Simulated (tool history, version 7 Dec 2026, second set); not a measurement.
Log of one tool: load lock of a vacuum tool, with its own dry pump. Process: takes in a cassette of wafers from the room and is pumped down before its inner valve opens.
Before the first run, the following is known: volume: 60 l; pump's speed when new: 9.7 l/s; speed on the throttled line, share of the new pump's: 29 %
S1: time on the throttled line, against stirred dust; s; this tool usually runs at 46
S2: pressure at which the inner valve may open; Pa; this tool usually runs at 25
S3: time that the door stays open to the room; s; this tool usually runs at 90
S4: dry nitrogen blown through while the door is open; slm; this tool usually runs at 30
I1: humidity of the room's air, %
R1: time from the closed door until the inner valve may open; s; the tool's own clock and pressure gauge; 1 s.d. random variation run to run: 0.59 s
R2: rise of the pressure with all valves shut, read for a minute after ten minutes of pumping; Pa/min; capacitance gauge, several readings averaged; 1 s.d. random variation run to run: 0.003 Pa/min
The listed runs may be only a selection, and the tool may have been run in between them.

Run 1, hour 0.0: usual settings; I1 44.2. Result: R1 92.6 s, R2 0.161 Pa/min.
Run 2, hour 139.3: usual settings; I1 45.8. Result: R1 92.2 s, R2 0.163 Pa/min.
Run 3, hour 328.6: usual settings; I1 44.4. Result: R1 91.4 s, R2 0.162 Pa/min.
Run 4, hour 493.9: usual settings but S2 27 Pa; I1 42.6. Result: R1 90.8 s, R2 0.176 Pa/min.
Run 5, hour 783.3: usual settings; I1 45.9. Result: R1 91.6 s, R2 0.181 Pa/min.
Run 6, hour 1102.4: usual settings but S1 90 s; I1 45.4. Result: R1 120.8 s, R2 0.200 Pa/min.
Run 7, hour 1364.4: usual settings but S1 90 s, S4 6 slm; I1 47.5. Result: R1 119.8 s, R2 0.223 Pa/min.
Run 8, hour 1532.0: usual settings but S1 90 s, S4 6 slm; I1 44.0. Result: R1 120.8 s, R2 0.225 Pa/min.
At hour 1671.3: door's seal changed, seat wiped.
Run 9, hour 1671.3: usual settings but S1 90 s, S4 6 slm; I1 47.8. Result: R1 121.4 s, R2 0.042 Pa/min.
Run 10, hour 1837.5: usual settings but S1 90 s, S4 6 slm; I1 48.1. Result: R1 120.8 s, R2 0.047 Pa/min.
Run 11, hour 2048.5: usual settings but S2 19 Pa; I1 46.0. Result: R1 94.8 s, R2 0.028 Pa/min.
Run 12, hour 2207.7: usual settings but S1 27 s; I1 42.9. Result: R1 79.0 s, R2 0.029 Pa/min.
Run 13, hour 2451.0: usual settings but S1 27 s; I1 44.0. Result: R1 80.9 s, R2 0.035 Pa/min.
Run 14, hour 2677.3: usual settings but S1 27 s; I1 46.3. Result: R1 80.0 s, R2 0.033 Pa/min.
Run 15, hour 2995.3: usual settings but S1 91 s; I1 41.9. Result: R1 121.7 s, R2 0.036 Pa/min.
Run 16, hour 3238.4: usual settings but S1 91 s; I1 45.2. Result: R1 122.0 s, R2 0.037 Pa/min.
Run 17, hour 3405.4: usual settings but S1 91 s; I1 43.6. Result: R1 123.9 s, R2 0.041 Pa/min.
Run 18, hour 3691.7: usual settings but S1 91 s; I1 43.9. Result: R1 122.6 s, R2 0.048 Pa/min.
Run 19, hour 3991.5: usual settings; I1 43.8. Result: R1 93.5 s, R2 0.053 Pa/min.
Run 20, hour 4222.9: usual settings but S1 48 s, S2 21 Pa, S3 63 s, S4 40 slm; I1 44.7. Result: R1 96.0 s, R2 0.046 Pa/min.
Run 21, hour 4361.2: usual settings but S1 48 s, S2 21 Pa, S3 28 s, S4 13 slm; I1 44.3. Result: R1 95.9 s, R2 0.051 Pa/min.
Run 22, hour 4612.9: usual settings but S1 23 s, S3 30 s; I1 47.9. Result: R1 80.0 s, R2 0.051 Pa/min.
Run 23, hour 4809.3: usual settings but S1 23 s, S3 30 s; I1 41.9. Result: R1 79.4 s, R2 0.055 Pa/min.
Run 24, hour 5017.1: usual settings but S1 55 s, S3 164 s; I1 45.6. Result: R1 101.4 s, R2 0.083 Pa/min.
Run 25, hour 5302.2: usual settings but S1 55 s, S3 164 s; I1 44.1. Result: R1 99.5 s, R2 0.086 Pa/min.
Run 26, hour 5534.0: usual settings but S1 55 s, S3 164 s; I1 44.8. Result: R1 99.8 s, R2 0.092 Pa/min.
Run 27, hour 5716.5: usual settings but S1 75 s, S2 47 Pa, S3 41 s; I1 42.5. Result: R1 108.1 s, R2 0.078 Pa/min.
Run 28, hour 5890.2: usual settings but S1 75 s, S2 47 Pa, S3 41 s; I1 42.5. Result: R1 107.0 s, R2 0.083 Pa/min.
Run 29, hour 6131.0: usual settings but S1 75 s, S2 47 Pa, S3 41 s, S4 16 slm; I1 49.3. Result: R1 109.8 s, R2 0.091 Pa/min.
Run 30, hour 6453.7: usual settings but S1 39 s, S2 22 Pa, S3 123 s, S4 17 slm; I1 46.4. Result: R1 90.9 s, R2 0.117 Pa/min.
Run 31, hour 6613.5: usual settings but S1 39 s, S2 22 Pa, S3 152 s, S4 11 slm; I1 46.2. Result: R1 91.6 s, R2 0.124 Pa/min.
Run 32, hour 6844.7: usual settings but S1 39 s, S2 22 Pa, S3 152 s, S4 11 slm; I1 46.7. Result: R1 92.7 s, R2 0.138 Pa/min.
Run 33, hour 7056.8: usual settings but S1 39 s, S2 22 Pa, S3 152 s, S4 11 slm; I1 47.8. Result: R1 92.1 s, R2 0.147 Pa/min.
Run 34, hour 7210.0: usual settings but S1 39 s, S2 22 Pa, S3 152 s, S4 11 slm; I1 45.1. Result: R1 92.2 s, R2 0.145 Pa/min.
Run 35, hour 7457.3: usual settings but S1 39 s, S2 22 Pa, S3 152 s, S4 11 slm; I1 45.0. Result: R1 92.6 s, R2 0.161 Pa/min.
Run 36, hour 7697.0: usual settings but S1 39 s, S2 22 Pa, S3 152 s, S4 11 slm; I1 46.0. Result: R1 92.3 s, R2 0.158 Pa/min.
Run 37, hour 7894.8: usual settings but S1 85 s, S2 22 Pa, S3 28 s, S4 11 slm; I1 41.9. Result: R1 122.4 s, R2 0.138 Pa/min.

Hidden state or all else? Some run-to-run changes of R1, split into what the settings, what came in and random variation would give without the hidden state, and what is left for the hidden state (with any gauge scatter that isn't in both results):
Unlogged tool condition in this case: pump's speed, % of a new pump's; leak at the door's seal, Pa l/s; drift of the gauge itself on ready_s, %; drift of the gauge itself on rise_pa_min, %.
Run 5 -> 6: S1 46 -> 90. R1 +29.2 s: hidden state -2.3, all else +31.5.
Run 14 -> 15: S1 27 -> 91. R1 +41.7 s: hidden state -3.9, all else +45.6.
Run 29 -> 30: S1 75 -> 39, S2 47 -> 22, S3 41 -> 123, S4 16 -> 17. R1 -18.9 s: hidden state +3.9, all else -22.8.
Run 36 -> 37: S1 39 -> 85, S3 152 -> 28. R1 +30.1 s: hidden state -3.7, all else +33.8.
